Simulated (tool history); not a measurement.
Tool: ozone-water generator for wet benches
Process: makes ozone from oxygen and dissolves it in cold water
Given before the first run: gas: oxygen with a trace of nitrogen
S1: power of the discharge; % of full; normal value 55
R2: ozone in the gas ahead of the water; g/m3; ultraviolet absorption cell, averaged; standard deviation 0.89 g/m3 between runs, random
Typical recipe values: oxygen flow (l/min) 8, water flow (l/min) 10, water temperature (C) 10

run 1 hour=0 | S1=55 oxygen_flow_(l/min)=8 water_flow_(l/min)=10 water_temperature_(C)=10 | dissolved_ozone_(ppm)=20.3 R2=130
run 2 hour=128.3 | S1=55 oxygen_flow_(l/min)=8 water_flow_(l/min)=13 water_temperature_(C)=10 | dissolved_ozone_(ppm)=16.9 R2=129.1
run 3 hour=236.8 | S1=55 oxygen_flow_(l/min)=8 water_flow_(l/min)=10 water_temperature_(C)=10 | dissolved_ozone_(ppm)=20.2 R2=128.9
run 4 hour=348.1 | S1=55 oxygen_flow_(l/min)=8 water_flow_(l/min)=9 water_temperature_(C)=10 | dissolved_ozone_(ppm)=21.3 R2=128.2
run 5 hour=441.6 | S1=55 oxygen_flow_(l/min)=8 water_flow_(l/min)=15 water_temperature_(C)=10 | dissolved_ozone_(ppm)=14.9 R2=127.4
run 6 hour=519.4 | S1=55 oxygen_flow_(l/min)=8 water_flow_(l/min)=10 water_temperature_(C)=7 | dissolved_ozone_(ppm)=21.2 R2=128.4
run 7 hour=644.7 | S1=55 oxygen_flow_(l/min)=8 water_flow_(l/min)=10 water_temperature_(C)=12 | dissolved_ozone_(ppm)=18.8 R2=127
run 8 hour=777 | S1=55 oxygen_flow_(l/min)=8 water_flow_(l/min)=10 water_temperature_(C)=12 | dissolved_ozone_(ppm)=18.9 R2=124.9
-- hour=795.4 contactor cleaned
run 9 hour=883.7 | S1=55 oxygen_flow_(l/min)=8 water_flow_(l/min)=10 water_temperature_(C)=12 | dissolved_ozone_(ppm)=19.8 R2=126.7
run 10 hour=980.4 | S1=55 oxygen_flow_(l/min)=8 water_flow_(l/min)=10 water_temperature_(C)=12 | dissolved_ozone_(ppm)=19.7 R2=125.7
run 11 hour=1155.6 | S1=55 oxygen_flow_(l/min)=8 water_flow_(l/min)=10 water_temperature_(C)=12 | dissolved_ozone_(ppm)=19.3 R2=124.4
run 12 hour=1299.3 | S1=55 oxygen_flow_(l/min)=8 water_flow_(l/min)=8 water_temperature_(C)=10 | dissolved_ozone_(ppm)=23.4 R2=123.9
run 13 hour=1415.3 | S1=55 oxygen_flow_(l/min)=8 water_flow_(l/min)=8 water_temperature_(C)=10 | dissolved_ozone_(ppm)=23.3 R2=122.5
run 14 hour=1572.1 | S1=55 oxygen_flow_(l/min)=8 water_flow_(l/min)=8 water_temperature_(C)=10 | dissolved_ozone_(ppm)=23.2 R2=124.2
run 15 hour=1689.9 | S1=55 oxygen_flow_(l/min)=8 water_flow_(l/min)=8 water_temperature_(C)=7 | dissolved_ozone_(ppm)=24.4 R2=123.8
run 16 hour=1826.6 | S1=55 oxygen_flow_(l/min)=8 water_flow_(l/min)=10 water_temperature_(C)=10 | dissolved_ozone_(ppm)=20.4 R2=121.1
run 17 hour=1928.6 | S1=55 oxygen_flow_(l/min)=8 water_flow_(l/min)=10 water_temperature_(C)=10 | dissolved_ozone_(ppm)=19.7 R2=121.8
run 18 hour=2101.9 | S1=60 oxygen_flow_(l/min)=8 water_flow_(l/min)=10 water_temperature_(C)=6 | dissolved_ozone_(ppm)=22.4 R2=125.9
run 19 hour=2219 | S1=60 oxygen_flow_(l/min)=8.46 water_flow_(l/min)=8 water_temperature_(C)=6 | dissolved_ozone_(ppm)=25.4 R2=122.9
run 20 hour=2360.7 | S1=72 oxygen_flow_(l/min)=8.46 water_flow_(l/min)=8 water_temperature_(C)=6 | dissolved_ozone_(ppm)=27.5 R2=132.8
run 21 hour=2464.6 | S1=72 oxygen_flow_(l/min)=8.46 water_flow_(l/min)=8 water_temperature_(C)=6 | dissolved_ozone_(ppm)=27.3 R2=134.2
run 22 hour=2603.6 | S1=86 oxygen_flow_(l/min)=4.3 water_flow_(l/min)=9 water_temperature_(C)=8 | dissolved_ozone_(ppm)=27.7 R2=195.8
run 23 hour=2793.8 | S1=51 oxygen_flow_(l/min)=4.11 water_flow_(l/min)=10 water_temperature_(C)=10 | dissolved_ozone_(ppm)=18.9 R2=156.2
run 24 hour=2886.7 | S1=51 oxygen_flow_(l/min)=4.11 water_flow_(l/min)=10 water_temperature_(C)=10 | dissolved_ozone_(ppm)=19.1 R2=155.5
run 25 hour=3015.5 | S1=48 oxygen_flow_(l/min)=5.99 water_flow_(l/min)=12 water_temperature_(C)=12 | dissolved_ozone_(ppm)=15.2 R2=125
run 26 hour=3095.6 | S1=89 oxygen_flow_(l/min)=5.99 water_flow_(l/min)=12 water_temperature_(C)=6 | dissolved_ozone_(ppm)=22.6 R2=169.1
run 27 hour=3255.9 | S1=89 oxygen_flow_(l/min)=5.99 water_flow_(l/min)=12 water_temperature_(C)=6 | dissolved_ozone_(ppm)=22.6 R2=166.7
run 28 hour=3344.6 | S1=89 oxygen_flow_(l/min)=12.52 water_flow_(l/min)=7 water_temperature_(C)=6 | dissolved_ozone_(ppm)=28.6 R2=117.9
-- hour=3507.8 water thermometer calibrated
run 29 hour=3509.4 | S1=53 oxygen_flow_(l/min)=8 water_flow_(l/min)=10 water_temperature_(C)=8 | dissolved_ozone_(ppm)=18.6 R2=111.4
run 30 hour=3603.5 | S1=79 oxygen_flow_(l/min)=5.85 water_flow_(l/min)=7 water_temperature_(C)=6 | dissolved_ozone_(ppm)=31.4 R2=156.7
run 31 hour=3759 | S1=93 oxygen_flow_(l/min)=5.86 water_flow_(l/min)=7 water_temperature_(C)=6 | dissolved_ozone_(ppm)=32.6 R2=167.8
run 32 hour=3947.3 | S1=91 oxygen_flow_(l/min)=12.75 water_flow_(l/min)=6 water_temperature_(C)=7 | dissolved_ozone_(ppm)=29.4 R2=113.9

Below are 4 alternative next runs, each starting from the tool's condition after run 32. Predict each:
run A hour=4045.7 | S1=73 oxygen_flow_(l/min)=5.48 water_flow_(l/min)=10 water_temperature_(C)=8 | dissolved_ozone_(ppm)=? R2=?
run B hour=4045.7 | S1=63 oxygen_flow_(l/min)=8 water_flow_(l/min)=10 water_temperature_(C)=11 | dissolved_ozone_(ppm)=? R2=?
run C hour=4045.7 | S1=91 oxygen_flow_(l/min)=7.15 water_flow_(l/min)=6 water_temperature_(C)=7 | dissolved_ozone_(ppm)=? R2=?
run D hour=4045.7 | S1=91 oxygen_flow_(l/min)=12.75 water_flow_(l/min)=11 water_temperature_(C)=6 | dissolved_ozone_(ppm)=? R2=?

run=A dissolved_ozone_(ppm)=21.8 R2=153.5
run=B dissolved_ozone_(ppm)=18.8 R2=118.9
run=C dissolved_ozone_(ppm)=33.2 R2=149.2
run=D dissolved_ozone_(ppm)=21.6 R2=114.3
Had the tool no hidden state, the same runs would have come out as:
run=A dissolved_ozone_(ppm)=31.1 R2=211.2
run=B dissolved_ozone_(ppm)=26.2 R2=159.8
run=C dissolved_ozone_(ppm)=49 R2=213.2
run=D dissolved_ozone_(ppm)=31.9 R2=163.1
